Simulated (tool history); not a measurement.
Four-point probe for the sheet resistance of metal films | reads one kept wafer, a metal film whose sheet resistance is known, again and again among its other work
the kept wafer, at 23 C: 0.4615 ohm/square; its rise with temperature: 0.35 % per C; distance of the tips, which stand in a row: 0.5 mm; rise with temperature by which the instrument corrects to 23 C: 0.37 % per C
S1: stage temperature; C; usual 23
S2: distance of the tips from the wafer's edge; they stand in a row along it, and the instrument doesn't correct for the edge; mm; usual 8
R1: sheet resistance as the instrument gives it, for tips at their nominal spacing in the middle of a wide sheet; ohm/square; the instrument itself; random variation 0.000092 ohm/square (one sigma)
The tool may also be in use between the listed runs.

run 1 hour=0.0 | S1=23 S2=8 | R1=0.459776
run 2 hour=128.5 | S1=23 S2=8 | R1=0.459293
run 3 hour=253.7 | S1=23 S2=8 | R1=0.459006
run 4 hour=334.0 | S1=23 S2=5 | R1=0.460147
run 5 hour=427.3 | S1=20 S2=8 | R1=0.458450
run 6 hour=500.0 | S1=23 S2=5 | R1=0.459460
run 7 hour=625.6 | S1=23 S2=5 | R1=0.458931
-- hour=672.8 new probe head fitted
run 8 hour=749.3 | S1=23 S2=8 | R1=0.462742
run 9 hour=868.6 | S1=24 S2=8 | R1=0.462325
run 10 hour=925.5 | S1=24 S2=8 | R1=0.462000
run 11 hour=1023.3 | S1=23 S2=8 | R1=0.461804
-- hour=1082.8 stage's thermometer calibrated
run 12 hour=1123.6 | S1=23 S2=8 | R1=0.461917
run 13 hour=1200.6 | S1=23 S2=8 | R1=0.461650
run 14 hour=1305.8 | S1=29 S2=8 | R1=0.460775
run 15 hour=1407.8 | S1=29 S2=8 | R1=0.460343
run 16 hour=1480.2 | S1=29 S2=8 | R1=0.460190
run 17 hour=1544.4 | S1=28 S2=37 | R1=0.459107
run 18 hour=1605.4 | S1=28 S2=37 | R1=0.458991
run 19 hour=1736.3 | S1=28 S2=37 | R1=0.458724
run 20 hour=1814.5 | S1=28 S2=37 | R1=0.458213
run 21 hour=1940.8 | S1=20 S2=67 | R1=0.458533
run 22 hour=2031.3 | S1=20 S2=67 | R1=0.458490
run 23 hour=2162.7 | S1=18 S2=19 | R1=0.458336
run 24 hour=2282.7 | S1=23 S2=40 | R1=0.457408
run 25 hour=2359.3 | S1=32 S2=12 | R1=0.456543
run 26 hour=2441.9 | S1=23 S2=27 | R1=0.456704
run 27 hour=2558.8 | S1=21 S2=4 | R1=0.460556
-- hour=2587.6 new probe head fitted
run 28 hour=2630.0 | S1=21 S2=4 | R1=0.463285
run 29 hour=2718.1 | S1=21 S2=65 | R1=0.459307

Forecast each of these 4 alternatives for the next run:
run A hour=2778.1 | S1=22 S2=61 | R1=?
run B hour=2778.1 | S1=21 S2=5 | R1=?
run C hour=2778.1 | S1=24 S2=62 | R1=?
run D hour=2778.1 | S1=30 S2=55 | R1=?

run=A R1=0.458939
run=B R1=0.461495
run=C R1=0.458673
run=D R1=0.458161
Without the tool's hidden state the same runs would have given:
run=A R1=0.461659
run=B R1=0.464232
run=C R1=0.461389
run=D R1=0.460864

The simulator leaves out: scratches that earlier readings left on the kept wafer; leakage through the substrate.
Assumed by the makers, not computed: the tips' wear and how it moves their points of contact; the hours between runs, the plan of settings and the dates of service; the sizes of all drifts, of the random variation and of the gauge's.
